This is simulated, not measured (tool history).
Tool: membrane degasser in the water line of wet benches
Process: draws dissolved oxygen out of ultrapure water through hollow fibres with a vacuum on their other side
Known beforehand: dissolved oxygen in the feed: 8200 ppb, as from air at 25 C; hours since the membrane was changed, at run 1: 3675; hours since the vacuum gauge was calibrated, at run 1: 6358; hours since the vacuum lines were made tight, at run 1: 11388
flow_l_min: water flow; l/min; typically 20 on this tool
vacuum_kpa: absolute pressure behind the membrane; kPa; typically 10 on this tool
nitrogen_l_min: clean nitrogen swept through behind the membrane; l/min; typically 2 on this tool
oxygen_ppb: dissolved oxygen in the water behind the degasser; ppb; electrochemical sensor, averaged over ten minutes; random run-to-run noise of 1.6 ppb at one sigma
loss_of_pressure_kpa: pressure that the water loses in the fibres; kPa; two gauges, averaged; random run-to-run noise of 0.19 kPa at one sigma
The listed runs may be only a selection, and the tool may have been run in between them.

run	day	flow_l_min	vacuum_kpa	nitrogen_l_min	hours since the membrane was changed	hours since the vacuum gauge was calibrated	hours since the vacuum lines were made tight	oxygen_ppb	loss_of_pressure_kpa
1	0.000	20	10	2	3675	6358	11388	279.9	69.74
2	7.688	20	10	2	3859	6542	11573	280.9	69.77
3	13.212	20	10	2	3992	6675	11705	284.1	69.55
4	19.779	20	10	2	4149	6832	11863	280.6	69.84
5	24.400	20	10	2	4260	6943	11974	279.9	69.95
6	33.588	20	10	2	4481	7164	12194	280.1	70.06
7	42.546	20	10	2	4696	7379	12409	279.6	70.05
8	49.558	20	10	2	4864	7547	12578	283.6	69.96

For run 9, what comes out?
9	57.550	20	10	2	5056	7739	12769	?	?

oxygen_ppb: 283.5 ppb
loss_of_pressure_kpa: 70.04 kPa
The same run, on a tool lacking any hidden state, would have yielded oxygen_ppb 269.2 ppb, loss_of_pressure_kpa 68.95 kPa.
